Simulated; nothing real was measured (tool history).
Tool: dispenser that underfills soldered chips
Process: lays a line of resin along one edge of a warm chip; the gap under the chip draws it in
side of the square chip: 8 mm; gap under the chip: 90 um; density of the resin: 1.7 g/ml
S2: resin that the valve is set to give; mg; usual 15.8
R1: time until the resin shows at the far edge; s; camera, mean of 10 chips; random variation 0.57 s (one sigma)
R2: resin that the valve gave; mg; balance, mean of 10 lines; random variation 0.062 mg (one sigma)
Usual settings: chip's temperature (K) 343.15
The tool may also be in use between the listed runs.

Run 1, hour 0.0: usual settings. Result: R1 55.5 s, R2 15.56 mg.
Run 2, hour 4.1: usual settings. Result: R1 47.2 s, R2 15.52 mg.
Run 3, hour 6.9: usual settings. Result: R1 51.2 s, R2 15.34 mg.
Run 4, hour 12.0: usual settings. Result: R1 60.9 s, R2 15.37 mg.
Run 5, hour 15.2: usual settings but chip's temperature (K) 335.15. Result: R1 75.5 s, R2 15.33 mg.
Run 6, hour 19.1: usual settings but chip's temperature (K) 342.15. Result: R1 60.5 s, R2 15.34 mg.
Run 7, hour 25.0: usual settings but chip's temperature (K) 342.15. Result: R1 55.6 s, R2 15.25 mg.
Run 8, hour 27.8: usual settings but chip's temperature (K) 342.15. Result: R1 62.2 s, R2 15.24 mg.
Run 9, hour 33.3: usual settings but chip's temperature (K) 357.15. Result: R1 25.8 s, R2 15.18 mg.
Run 10, hour 37.8: usual settings but chip's temperature (K) 357.15. Result: R1 30.0 s, R2 15.07 mg.
Run 11, hour 40.4: usual settings but chip's temperature (K) 357.15. Result: R1 23.4 s, R2 15.21 mg.
Run 12, hour 43.0: usual settings but chip's temperature (K) 330.15. Result: R1 102.8 s, R2 14.97 mg.
Run 13, hour 47.9: usual settings. Result: R1 59.2 s, R2 14.98 mg.
Run 14, hour 52.9: usual settings but S2 15.9 mg. Result: R1 54.1 s, R2 15.06 mg.
Run 15, hour 56.5: usual settings but S2 15.9 mg. Result: R1 61.1 s, R2 15.01 mg.
Run 16, hour 60.7: usual settings but S2 15.9 mg. Result: R1 53.6 s, R2 14.95 mg.
Run 17, hour 66.6: usual settings. Result: R1 47.0 s, R2 14.88 mg.
Run 18, hour 69.6: usual settings but S2 14.4 mg. Result: R1 52.7 s, R2 13.39 mg.
Run 19, hour 73.4: usual settings but chip's temperature (K) 339.15, S2 14.1 mg. Result: R1 74.6 s, R2 13.14 mg.
Run 20, hour 77.4: usual settings but chip's temperature (K) 332.15, S2 17.3 mg. Result: R1 90.7 s, R2 16.07 mg.
Run 21, hour 83.9: usual settings but chip's temperature (K) 332.15, S2 17.3 mg. Result: R1 106.7 s, R2 17.29 mg.
Run 22, hour 87.9: usual settings but S2 20.3 mg. Result: R1 51.3 s, R2 20.26 mg.
Run 23, hour 90.7: usual settings but S2 20.3 mg. Result: R1 54.9 s, R2 20.25 mg.
Run 24, hour 94.4: usual settings but chip's temperature (K) 331.15, S2 17.3 mg. Result: R1 87.7 s, R2 17.08 mg.
Run 25, hour 99.6: usual settings but S2 17.3 mg. Result: R1 55.2 s, R2 17.10 mg.
Run 26, hour 104.8: usual settings but chip's temperature (K) 336.15, S2 19.5 mg. Result: R1 71.4 s, R2 19.33 mg.
Run 27, hour 108.0: usual settings but chip's temperature (K) 356.15, S2 17.4 mg. Result: R1 29.1 s, R2 17.18 mg.
Run 28, hour 112.2: usual settings but chip's temperature (K) 334.15, S2 16.1 mg. Result: R1 76.7 s, R2 15.80 mg.
Run 29, hour 116.0: usual settings but chip's temperature (K) 334.15, S2 16.1 mg. Result: R1 86.6 s, R2 15.69 mg.
Run 30, hour 119.0: usual settings but S2 17.6 mg. Result: R1 58.5 s, R2 17.23 mg.
Run 31, hour 122.5: usual settings but chip's temperature (K) 328.15, S2 13.9 mg. Result: R1 111.9 s, R2 13.59 mg.
Run 32, hour 125.2: usual settings but chip's temperature (K) 328.15, S2 13.9 mg. Result: R1 123.1 s, R2 13.53 mg.
Run 33, hour 128.0: usual settings but chip's temperature (K) 344.15, S2 16.8 mg. Result: R1 56.1 s, R2 16.32 mg.
Run 34, hour 133.6: usual settings but chip's temperature (K) 344.15, S2 16.8 mg. Result: R1 49.5 s, R2 16.27 mg.
Run 35, hour 136.1: usual settings but chip's temperature (K) 347.15, S2 19.3 mg. Result: R1 46.1 s, R2 18.66 mg.
Run 36, hour 139.7: usual settings but chip's temperature (K) 332.15, S2 20.0 mg. Result: R1 85.7 s, R2 19.29 mg.

Not shown: 17 entries that the log had between the listed runs. Between which runs, and how does the tool's hidden state differ before and after?
Between runs 1 and 2: new syringe of resin (hour 3.7)
  resin's viscosity, % of fresh resin's: 118.6 -> 100.7; dose that the valve gives, % of what is set: 98.22 -> 97.97; true chip temperature over the reading, C: 0.82 -> 0.83
  measured less the result without the state, R1: +6.8 -> -1.6 s; R2: -0.28 -> -0.32 mg
Between runs 4 and 5: new syringe of resin (hour 12.7)
  resin's viscosity, % of fresh resin's: 130.1 -> 106.9; dose that the valve gives, % of what is set: 97.43 -> 97.23; true chip temperature over the reading, C: 0.86 -> 0.87
  measured less the result without the state, R1: +12.2 -> +1.8 s; R2: -0.40 -> -0.43 mg
Between runs 6 and 7: new syringe of resin (hour 21.7)
  resin's viscosity, % of fresh resin's: 121.2 -> 112.1; dose that the valve gives, % of what is set: 96.97 -> 96.57; true chip temperature over the reading, C: 0.88 -> 0.9
  measured less the result without the state, R1: +8.4 -> +3.9 s; R2: -0.48 -> -0.54 mg
Between runs 8 and 9: new syringe of resin (hour 30.5)
  resin's viscosity, % of fresh resin's: 122.9 -> 110.4; dose that the valve gives, % of what is set: 96.35 -> 95.99; true chip temperature over the reading, C: 0.91 -> 0.93
  measured less the result without the state, R1: +9.3 -> +1.6 s; R2: -0.57 -> -0.64 mg
Between runs 10 and 11: new syringe of resin (hour 39.6)
  resin's viscosity, % of fresh resin's: 127.3 -> 100.9; dose that the valve gives, % of what is set: 95.68 -> 95.52; true chip temperature over the reading, C: 0.95 -> 0.96
  measured less the result without the state, R1: +5.6 -> -0.8 s; R2: -0.68 -> -0.71 mg
Between runs 13 and 14: new syringe of resin (hour 48.5)
  resin's viscosity, % of fresh resin's: 128.6 -> 115.9; dose that the valve gives, % of what is set: 94.97 -> 94.63; true chip temperature over the reading, C: 0.98 -> 1
  measured less the result without the state, R1: +11.2 -> +5.3 s; R2: -0.79 -> -0.85 mg
Between runs 15 and 16: new syringe of resin (hour 57.3)
  resin's viscosity, % of fresh resin's: 130.1 -> 114.9; dose that the valve gives, % of what is set: 94.39 -> 94.12; true chip temperature over the reading, C: 1.01 -> 1.03
  measured less the result without the state, R1: +12.0 -> +4.9 s; R2: -0.90 -> -0.94 mg
Between runs 16 and 17: new syringe of resin (hour 66.0)
  resin's viscosity, % of fresh resin's: 114.9 -> 100.8; dose that the valve gives, % of what is set: 94.12 -> 93.72; true chip temperature over the reading, C: 1.03 -> 1.05
  measured less the result without the state, R1: +4.9 -> -1.8 s; R2: -0.94 -> -1.00 mg
Between runs 19 and 20: new syringe of resin (hour 74.8)
  resin's viscosity, % of fresh resin's: 125.5 -> 109.7; dose that the valve gives, % of what is set: 93.24 -> 92.99; true chip temperature over the reading, C: 1.07 -> 1.09
  measured less the result without the state, R1: +12.7 -> +3.6 s; R2: -0.96 -> -1.21 mg
Between runs 20 and 21: dispensing valve cleaned and set on the balance (hour 82.9)
  resin's viscosity, % of fresh resin's: 109.7 -> 130.9; dose that the valve gives, % of what is set: 92.99 -> 100.06; true chip temperature over the reading, C: 1.09 -> 1.11
  measured less the result without the state, R1: +3.6 -> +20.2 s; R2: -1.21 -> +0.01 mg
Between runs 21 and 22: new syringe of resin (hour 84.7)
  resin's viscosity, % of fresh resin's: 130.9 -> 111.3; dose that the valve gives, % of what is set: 100.06 -> 99.81; true chip temperature over the reading, C: 1.11 -> 1.12
  measured less the result without the state, R1: +20.2 -> +2.5 s; R2: +0.01 -> -0.03 mg
Between runs 23 and 24: new syringe of resin (hour 93.7)
  resin's viscosity, % of fresh resin's: 121.9 -> 102.6; dose that the valve gives, % of what is set: 99.59 -> 99.33; true chip temperature over the reading, C: 1.13 -> 1.14
  measured less the result without the state, R1: +7.2 -> -3.2 s; R2: -0.08 -> -0.11 mg
Between runs 25 and 26: new syringe of resin (hour 102.5)
  resin's viscosity, % of fresh resin's: 121.3 -> 109.2; dose that the valve gives, % of what is set: 98.98 -> 98.65; true chip temperature over the reading, C: 1.16 -> 1.17
  measured less the result without the state, R1: +7.0 -> +1.9 s; R2: -0.18 -> -0.26 mg
Between runs 27 and 28: new syringe of resin (hour 111.3)
  resin's viscosity, % of fresh resin's: 121 -> 105; dose that the valve gives, % of what is set: 98.41 -> 98.15; true chip temperature over the reading, C: 1.19 -> 1.2
  measured less the result without the state, R1: +3.7 -> -1.0 s; R2: -0.28 -> -0.29 mg
Between runs 30 and 31: new syringe of resin (hour 120.2)
  resin's viscosity, % of fresh resin's: 130.6 -> 107.8; dose that the valve gives, % of what is set: 97.68 -> 97.45; true chip temperature over the reading, C: 1.23 -> 1.24
  measured less the result without the state, R1: +10.9 -> +1.3 s; R2: -0.41 -> -0.36 mg
Between runs 33 and 34: new syringe of resin (hour 129.0)
  resin's viscosity, % of fresh resin's: 128.8 -> 115.5; dose that the valve gives, % of what is set: 97.05 -> 96.68; true chip temperature over the reading, C: 1.26 -> 1.28
  measured less the result without the state, R1: +9.8 -> +4.0 s; R2: -0.49 -> -0.56 mg
Between runs 35 and 36: new syringe of resin (hour 137.9)
  resin's viscosity, % of fresh resin's: 125.4 -> 106; dose that the valve gives, % of what is set: 96.51 -> 96.26; true chip temperature over the reading, C: 1.28 -> 1.3
  measured less the result without the state, R1: +7.0 -> -0.9 s; R2: -0.67 -> -0.75 mg

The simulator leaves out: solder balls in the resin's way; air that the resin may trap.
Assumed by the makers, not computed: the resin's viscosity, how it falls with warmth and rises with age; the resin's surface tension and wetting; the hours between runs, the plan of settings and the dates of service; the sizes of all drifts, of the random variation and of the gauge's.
